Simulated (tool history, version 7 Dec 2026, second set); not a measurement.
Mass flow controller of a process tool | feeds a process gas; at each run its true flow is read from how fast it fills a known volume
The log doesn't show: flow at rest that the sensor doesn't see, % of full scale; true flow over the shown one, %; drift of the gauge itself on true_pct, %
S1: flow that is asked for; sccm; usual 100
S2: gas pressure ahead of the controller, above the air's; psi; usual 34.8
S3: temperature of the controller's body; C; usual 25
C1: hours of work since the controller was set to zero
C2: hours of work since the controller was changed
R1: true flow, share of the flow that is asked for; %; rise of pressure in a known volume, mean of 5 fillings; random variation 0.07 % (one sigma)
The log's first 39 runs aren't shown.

| run | hour | S1 | S2 | S3 | C1 | C2 | R1 |
|---|---|---|---|---|---|---|---|
| 40 | 5686.9 | 41 | 32.1 | 25 | 3509 | 3509 | 96.78 |
| 41 | 5800.0 | 100 | 21.5 | 36 | 3567 | 3567 | 95.40 |
| 42 | 5984.7 | 100 | 21.5 | 36 | 3661 | 3661 | 95.22 |
| 43 | 6092.6 | 100 | 26.5 | 39 | 3716 | 3716 | 95.05 |
| 44 | 6286.2 | 100 | 32.8 | 39 | 3814 | 3814 | 95.55 |
| 45 | 6455.9 | 26 | 34.8 | 31 | 3901 | 3901 | 96.65 |
| 46 | 6603.0 | 156 | 37.6 | 24 | 3976 | 3976 | 98.12 |
| 47 | 6785.7 | 98 | 23.8 | 34 | 4069 | 4069 | 95.64 |
| 48 | 6955.3 | 98 | 23.8 | 34 | 4155 | 4155 | 95.53 |

Forecast each of these 4 alternatives for the next run:
| A | 7057.2 | 23 | 28.3 | 39 | 4207 | 4207 | ? |
| B | 7057.2 | 98 | 22.3 | 34 | 4207 | 4207 | ? |
| C | 7057.2 | 98 | 23.8 | 22 | 4207 | 4207 | ? |
| D | 7057.2 | 35 | 37.6 | 20 | 4207 | 4207 | ? |

| run | R1 |
|---|---|
| A | 95.63 |
| B | 95.41 |
| C | 96.63 |
| D | 97.58 |
Without the tool's hidden state the same runs would have given:
| run | R1 |
|---|---|
| A | 95.47 |
| B | 97.06 |
| C | 98.27 |
| D | 98.23 |

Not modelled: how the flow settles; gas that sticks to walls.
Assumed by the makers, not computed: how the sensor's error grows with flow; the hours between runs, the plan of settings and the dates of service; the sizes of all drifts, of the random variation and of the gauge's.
